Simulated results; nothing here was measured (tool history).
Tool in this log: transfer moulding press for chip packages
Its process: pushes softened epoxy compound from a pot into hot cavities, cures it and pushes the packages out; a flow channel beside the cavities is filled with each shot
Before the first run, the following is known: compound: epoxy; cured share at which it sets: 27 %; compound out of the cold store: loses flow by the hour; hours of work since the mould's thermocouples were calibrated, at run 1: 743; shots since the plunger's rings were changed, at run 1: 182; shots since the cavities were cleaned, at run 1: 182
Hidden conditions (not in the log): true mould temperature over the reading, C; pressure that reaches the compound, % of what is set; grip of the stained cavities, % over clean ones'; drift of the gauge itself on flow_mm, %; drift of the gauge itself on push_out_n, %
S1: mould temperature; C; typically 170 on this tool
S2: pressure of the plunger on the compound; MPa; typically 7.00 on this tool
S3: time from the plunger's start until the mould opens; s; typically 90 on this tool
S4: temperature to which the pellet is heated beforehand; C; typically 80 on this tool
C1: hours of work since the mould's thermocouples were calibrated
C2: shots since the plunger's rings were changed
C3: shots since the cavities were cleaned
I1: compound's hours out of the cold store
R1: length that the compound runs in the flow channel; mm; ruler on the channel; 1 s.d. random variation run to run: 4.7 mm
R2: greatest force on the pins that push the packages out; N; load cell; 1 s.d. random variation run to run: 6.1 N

run	day	S1	S2	S3	S4	C1	C2	C3	I1	R1	R2
1	0.000	170	7.00	90	80	743	182	182	12.6	758	323
# day 1.042: cavities cleaned with cleaning compound and waxed
2	1.462	170	7.00	90	80	763	536	107	18.7	734	480
# day 2.846: cavities cleaned with cleaning compound and waxed
3	3.512	170	7.00	90	80	792	1040	168	23.9	690	308
# day 4.721: cavities cleaned with cleaning compound and waxed
4	5.279	170	7.00	90	80	816	1471	141	40.4	625	280
# day 6.433: mould's thermocouples calibrated
# day 6.654: cavities cleaned with cleaning compound and waxed
5	6.954	170	7.00	90	80	7	1858	76	42.6	612	279
# day 8.450: cavities cleaned with cleaning compound and waxed
6	8.888	170	7.00	90	80	33	2333	111	20.7	691	298
# day 9.646: cavities cleaned with cleaning compound and waxed, once more
7	10.042	170	7.00	90	80	49	2609	101	43.6	599	284
# day 11.383: cavities cleaned with cleaning compound and waxed
8	11.996	170	7.00	75	80	76	3088	155	9.6	737	520
# day 13.154: cavities cleaned with cleaning compound and waxed
9	13.371	170	7.00	90	80	95	3421	56	27.9	644	254
10	14.788	165	7.00	90	80	115	3779	414	37.9	606	539
# day 14.967: cavities cleaned with cleaning compound and waxed
11	15.938	165	7.00	90	80	131	4054	246	37.0	612	488
# day 16.721: cavities cleaned with cleaning compound and waxed
12	17.433	165	7.00	90	80	152	4417	180	13.1	705	509
# day 18.175: plunger's sealing rings changed
# day 18.625: cavities cleaned with cleaning compound and waxed
13	19.346	165	7.00	90	80	177	281	183	15.8	756	455
# day 20.496: cavities cleaned with cleaning compound and waxed
14	20.746	165	7.00	90	80	196	620	64	18.3	741	379
15	21.825	165	7.00	90	80	211	893	337	42.4	626	512
# day 22.233: cavities cleaned with cleaning compound and waxed
16	23.862	177	5.91	90	82	240	1392	412	33.0	591	331
# day 24.058: cavities cleaned with cleaning compound and waxed
17	25.050	173	6.14	90	82	256	1677	250	43.2	558	304
# day 25.796: cavities cleaned with cleaning compound and waxed
18	26.588	173	6.14	97	82	277	2051	200	26.9	621	273
# day 27.567: cavities cleaned with cleaning compound and waxed
19	27.675	173	6.14	97	82	292	2310	26	24.2	626	195
# day 29.304: cavities cleaned with cleaning compound and waxed
20	29.358	170	7.00	90	85	315	2722	14	38.7	608	224
21	30.554	165	7.00	79	80	332	3024	316	38.2	615	702
# day 31.088: cavities cleaned with cleaning compound and waxed
22	32.188	175	7.00	111	80	355	3422	278	44.0	575	278
# day 32.862: cavities cleaned with cleaning compound and waxed
23	33.712	174	7.00	111	80	376	3793	216	27.5	641	256
# day 34.638: cavities cleaned with cleaning compound and waxed
24	35.029	174	7.00	111	80	393	4110	100	42.8	568	223
25	35.896	170	7.00	105	80	406	4329	319	21.8	664	309
# day 36.371: cavities cleaned with cleaning compound and waxed
# day 36.929: plunger's sealing rings changed
26	37.929	170	7.00	105	85	433	254	369	42.5	631	311

Each row is a separate what-if for the run after 26, all from the same tool condition, not one after another. Results?
# day 38.288: cavities cleaned with cleaning compound and waxed
A	39.025	174	6.58	90	75	447	515	187	20.4	?	?
# day 38.288: cavities cleaned with cleaning compound and waxed
B	39.025	175	6.72	94	85	447	515	187	22.7	?	?
# day 38.288: cavities cleaned with cleaning compound and waxed
C	39.025	176	5.80	90	80	447	515	187	36.6	?	?
# day 38.288: cavities cleaned with cleaning compound and waxed
D	39.025	162	7.00	80	78	447	515	187	22.8	?	?

run	R1	R2
A	697	290
B	685	262
C	584	270
D	730	739
With the hidden condition removed and each run's random variation left untouched, the same runs would have given:
run	R1	R2
A	706	196
B	694	176
C	592	181
D	739	501

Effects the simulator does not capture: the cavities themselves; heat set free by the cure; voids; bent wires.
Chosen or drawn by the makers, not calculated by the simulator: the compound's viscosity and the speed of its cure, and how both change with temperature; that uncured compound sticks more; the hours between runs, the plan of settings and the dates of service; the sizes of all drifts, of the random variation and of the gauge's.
